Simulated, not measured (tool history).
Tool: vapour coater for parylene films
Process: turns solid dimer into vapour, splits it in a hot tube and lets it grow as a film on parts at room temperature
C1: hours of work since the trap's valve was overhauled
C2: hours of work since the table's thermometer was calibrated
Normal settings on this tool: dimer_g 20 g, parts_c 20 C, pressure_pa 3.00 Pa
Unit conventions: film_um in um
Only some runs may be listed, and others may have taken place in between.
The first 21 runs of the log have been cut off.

{"run": 22, "hour": 215.5, "dimer_g": 18, "parts_c": 18, "pressure_pa": 2.6, "C1": 44, "C2": 176, "film_um": 18.53}
{"run": 23, "hour": 229.5, "dimer_g": 20, "parts_c": 21, "pressure_pa": 4.48, "C1": 51, "C2": 183, "film_um": 16.45}
{"run": 24, "hour": 238.0, "dimer_g": 20, "parts_c": 22, "pressure_pa": 8.52, "C1": 55, "C2": 187, "film_um": 13.54}
{"run": 25, "hour": 249.5, "dimer_g": 20, "parts_c": 22, "pressure_pa": 8.52, "C1": 61, "C2": 193, "film_um": 13.72}
{"run": 26, "hour": 258.2, "dimer_g": 20, "parts_c": 22, "pressure_pa": 8.52, "C1": 65, "C2": 197, "film_um": 13.64}
{"run": 27, "hour": 269.0, "dimer_g": 20, "parts_c": 22, "pressure_pa": 8.52, "C1": 71, "C2": 203, "film_um": 13.72}
{"run": 28, "hour": 280.7, "dimer_g": 23, "parts_c": 23, "pressure_pa": 11.4, "C1": 77, "C2": 209, "film_um": 14.05}
{"run": 29, "hour": 294.8, "dimer_g": 20, "parts_c": 19, "pressure_pa": 2.28, "C1": 84, "C2": 216, "film_um": 20.56}
{"run": 30, "hour": 304.2, "dimer_g": 20, "parts_c": 19, "pressure_pa": 2.28, "C1": 89, "C2": 221, "film_um": 20.31}

What if the next run were any one of these 4? Each begins from the tool's condition after run 30:
{"run": "A", "hour": 318.2, "dimer_g": 20, "parts_c": 20, "pressure_pa": 6.26, "C1": 96, "C2": 228, "film_um": "?"}
{"run": "B", "hour": 318.2, "dimer_g": 24, "parts_c": 20, "pressure_pa": 4.02, "C1": 96, "C2": 228, "film_um": "?"}
{"run": "C", "hour": 318.2, "dimer_g": 20, "parts_c": 21, "pressure_pa": 5.07, "C1": 96, "C2": 228, "film_um": "?"}
{"run": "D", "hour": 318.2, "dimer_g": 18, "parts_c": 12, "pressure_pa": 9.52, "C1": 96, "C2": 228, "film_um": "?"}

run=A film_um=15.82
run=B film_um=20.65
run=C film_um=16.01
run=D film_um=17.49
Stripped of hidden state, with their random variation kept, the same runs would have yielded:
run=A film_um=16.06
run=B film_um=20.97
run=C film_um=16.26
run=D film_um=17.76
